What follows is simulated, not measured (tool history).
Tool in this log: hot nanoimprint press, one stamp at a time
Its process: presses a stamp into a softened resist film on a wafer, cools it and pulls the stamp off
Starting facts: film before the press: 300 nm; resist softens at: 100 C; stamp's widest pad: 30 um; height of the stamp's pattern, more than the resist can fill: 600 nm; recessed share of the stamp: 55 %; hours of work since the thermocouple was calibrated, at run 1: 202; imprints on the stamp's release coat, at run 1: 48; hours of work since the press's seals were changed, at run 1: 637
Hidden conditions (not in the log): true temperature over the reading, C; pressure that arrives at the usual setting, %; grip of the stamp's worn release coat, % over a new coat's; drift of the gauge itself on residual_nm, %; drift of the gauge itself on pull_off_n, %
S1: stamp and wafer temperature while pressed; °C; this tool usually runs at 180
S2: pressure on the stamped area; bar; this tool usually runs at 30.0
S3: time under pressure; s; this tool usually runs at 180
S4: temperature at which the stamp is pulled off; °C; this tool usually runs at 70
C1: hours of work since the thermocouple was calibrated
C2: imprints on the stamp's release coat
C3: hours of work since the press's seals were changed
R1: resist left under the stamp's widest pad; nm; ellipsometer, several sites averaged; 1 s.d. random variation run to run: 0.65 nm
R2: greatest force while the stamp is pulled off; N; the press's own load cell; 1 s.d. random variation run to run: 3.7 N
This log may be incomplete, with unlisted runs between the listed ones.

run 1 day=0.000 | S1=180 S2=30.0 S3=180 S4=70 | C1=202 C2=48 C3=637 | R1=174.4 R2=186
run 2 day=2.096 | S1=180 S2=35.5 S3=180 S4=70 | C1=231 C2=225 C3=666 | R1=164.0 R2=195
run 3 day=4.058 | S1=180 S2=30.9 S3=180 S4=70 | C1=258 C2=391 C3=693 | R1=174.9 R2=188
run 4 day=6.108 | S1=180 S2=30.0 S3=180 S4=70 | C1=286 C2=564 C3=721 | R1=176.6 R2=198
run 5 day=8.521 | S1=180 S2=30.0 S3=180 S4=70 | C1=320 C2=767 C3=754 | R1=177.2 R2=207
run 6 day=10.946 | S1=180 S2=30.0 S3=180 S4=70 | C1=353 C2=972 C3=788 | R1=179.4 R2=216
-- day=11.600 plate thermocouple calibrated
run 7 day=12.421 | S1=180 S2=30.0 S3=180 S4=70 | C1=11 C2=1086 C3=806 | R1=181.4 R2=212
run 8 day=14.400 | S1=180 S2=30.0 S3=180 S4=57 | C1=39 C2=1253 C3=834 | R1=182.3 R2=261
run 9 day=15.629 | S1=180 S2=30.0 S3=251 S4=70 | C1=56 C2=1357 C3=851 | R1=164.5 R2=232
run 10 day=16.738 | S1=174 S2=30.0 S3=180 S4=70 | C1=71 C2=1450 C3=866 | R1=219.7 R2=229
-- day=18.562 plate thermocouple calibrated, once more
run 11 day=19.083 | S1=174 S2=30.0 S3=180 S4=70 | C1=7 C2=1638 C3=897 | R1=208.3 R2=227
run 12 day=21.179 | S1=180 S2=34.6 S3=180 S4=70 | C1=36 C2=1815 C3=926 | R1=162.6 R2=244
run 13 day=22.825 | S1=180 S2=34.6 S3=180 S4=70 | C1=59 C2=1953 C3=948 | R1=165.2 R2=244
run 14 day=24.254 | S1=180 S2=34.6 S3=180 S4=70 | C1=79 C2=2074 C3=968 | R1=163.5 R2=244
run 15 day=25.542 | S1=180 S2=34.6 S3=180 S4=70 | C1=96 C2=2182 C3=986 | R1=165.8 R2=260
run 16 day=27.217 | S1=180 S2=30.0 S3=115 S4=60 | C1=120 C2=2324 C3=1009 | R1=199.5 R2=292
-- day=28.362 stamp cleaned and given a new release coat
run 17 day=28.646 | S1=180 S2=30.0 S3=115 S4=59 | C1=136 C2=24 C3=1025 | R1=199.5 R2=213
run 18 day=30.362 | S1=182 S2=32.1 S3=91 S4=57 | C1=160 C2=169 C3=1049 | R1=197.6 R2=213
run 19 day=31.500 | S1=186 S2=32.1 S3=91 S4=67 | C1=175 C2=265 C3=1065 | R1=174.6 R2=200
run 20 day=32.558 | S1=187 S2=26.4 S3=126 S4=74 | C1=190 C2=355 C3=1079 | R1=165.9 R2=188
run 21 day=34.096 | S1=181 S2=30.0 S3=180 S4=64 | C1=211 C2=484 C3=1101 | R1=171.7 R2=205
run 22 day=35.921 | S1=185 S2=19.4 S3=180 S4=64 | C1=236 C2=638 C3=1126 | R1=176.7 R2=220
run 23 day=36.942 | S1=175 S2=30.0 S3=180 S4=57 | C1=250 C2=724 C3=1140 | R1=208.7 R2=244
run 24 day=38.388 | S1=175 S2=30.0 S3=180 S4=57 | C1=270 C2=846 C3=1160 | R1=210.2 R2=263
run 25 day=40.846 | S1=175 S2=30.0 S3=180 S4=57 | C1=304 C2=1054 C3=1194 | R1=210.3 R2=260
run 26 day=43.262 | S1=180 S2=30.0 S3=128 S4=64 | C1=338 C2=1258 C3=1227 | R1=197.5 R2=253
-- day=45.075 plate thermocouple calibrated
run 27 day=45.562 | S1=180 S2=30.0 S3=128 S4=64 | C1=7 C2=1441 C3=1257 | R1=193.2 R2=257
run 28 day=46.962 | S1=180 S2=30.0 S3=128 S4=64 | C1=26 C2=1559 C3=1277 | R1=194.4 R2=252
run 29 day=49.100 | S1=180 S2=30.0 S3=128 S4=64 | C1=56 C2=1740 C3=1306 | R1=195.6 R2=250

Describe how what the log doesn't record of the tool's condition differs between the last listed run preceding each entry between runs and the first listed run following it.
In the gap between runs 6 and 7: plate thermocouple calibrated (day 11.600)
  true temperature over the reading, C: -1.27 -> -1.82; pressure that arrives at the usual setting, %: 92.7 -> 92.52; grip of the stamp's worn release coat, % over a new coat's: 16.7 -> 18.7
  measured minus no-state result, R1: +12.9 -> +16.2 nm; R2: +34 -> +38 N
In the gap between runs 10 and 11: plate thermocouple calibrated, once more (day 18.562)
  true temperature over the reading, C: -2.03 -> -0.06; pressure that arrives at the usual setting, %: 92.04 -> 91.75; grip of the stamp's worn release coat, % over a new coat's: 25.3 -> 28.7
  measured minus no-state result, R1: +17.8 -> +6.0 nm; R2: +51 -> +51 N
In the gap between runs 16 and 17: stamp cleaned and given a new release coat (day 28.362)
  true temperature over the reading, C: -0.44 -> -0.5; pressure that arrives at the usual setting, %: 90.76 -> 90.63; grip of the stamp's worn release coat, % over a new coat's: 41.7 -> 0.4
  measured minus no-state result, R1: +9.2 -> +9.6 nm; R2: +87 -> +2 N
In the gap between runs 26 and 27: plate thermocouple calibrated (day 45.075)
  true temperature over the reading, C: -1.22 -> -0.27; pressure that arrives at the usual setting, %: 88.85 -> 88.58; grip of the stamp's worn release coat, % over a new coat's: 21.8 -> 25.1
  measured minus no-state result, R1: +15.1 -> +9.9 nm; R2: +49 -> +52 N
